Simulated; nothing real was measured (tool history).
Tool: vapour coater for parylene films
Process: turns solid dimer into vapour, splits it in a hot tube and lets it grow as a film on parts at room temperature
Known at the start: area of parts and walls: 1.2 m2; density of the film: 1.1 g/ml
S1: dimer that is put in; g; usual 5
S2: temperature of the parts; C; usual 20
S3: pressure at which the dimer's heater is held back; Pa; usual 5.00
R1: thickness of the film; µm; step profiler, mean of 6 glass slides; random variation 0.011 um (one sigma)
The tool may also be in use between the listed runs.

run	hour	S1	S2	S3	R1
1	0.0	5	20	5.00	2.21
2	7.4	5	20	5.00	2.21
3	15.7	5	20	5.00	2.21
# hour 27.0: trap's valve overhauled
4	35.0	5	20	5.00	2.43
5	43.2	5	20	5.00	2.41
6	50.4	5	20	5.00	2.44
7	63.2	5	20	5.00	2.43
8	74.0	5	20	5.00	2.43
9	84.4	5	20	5.00	2.42
10	96.6	5	20	5.00	2.40
11	108.4	5	20	5.00	2.39
12	119.2	5	20	5.00	2.40
13	131.1	7	20	2.18	3.81
14	143.4	3	21	7.02	1.35
15	153.0	3	21	7.02	1.34
16	170.6	7	21	11.10	2.88
17	186.8	4	25	8.90	1.59
18	197.7	4	25	8.90	1.58
19	211.9	3	18	5.00	1.44
20	220.3	3	18	5.00	1.45
21	233.2	3	18	5.00	1.45
22	249.5	5	13	11.38	2.28
23	260.7	5	13	11.38	2.29
24	271.4	5	13	11.38	2.28

Forecast each of these 3 alternatives for the next run:
A	278.8	6	25	3.24	?
B	278.8	5	19	11.38	?
C	278.8	5	12	11.38	?

run	R1
A	2.76
B	2.06
C	2.31
Without the tool's hidden state the same runs would have given:
run	R1
A	2.91
B	2.18
C	2.43
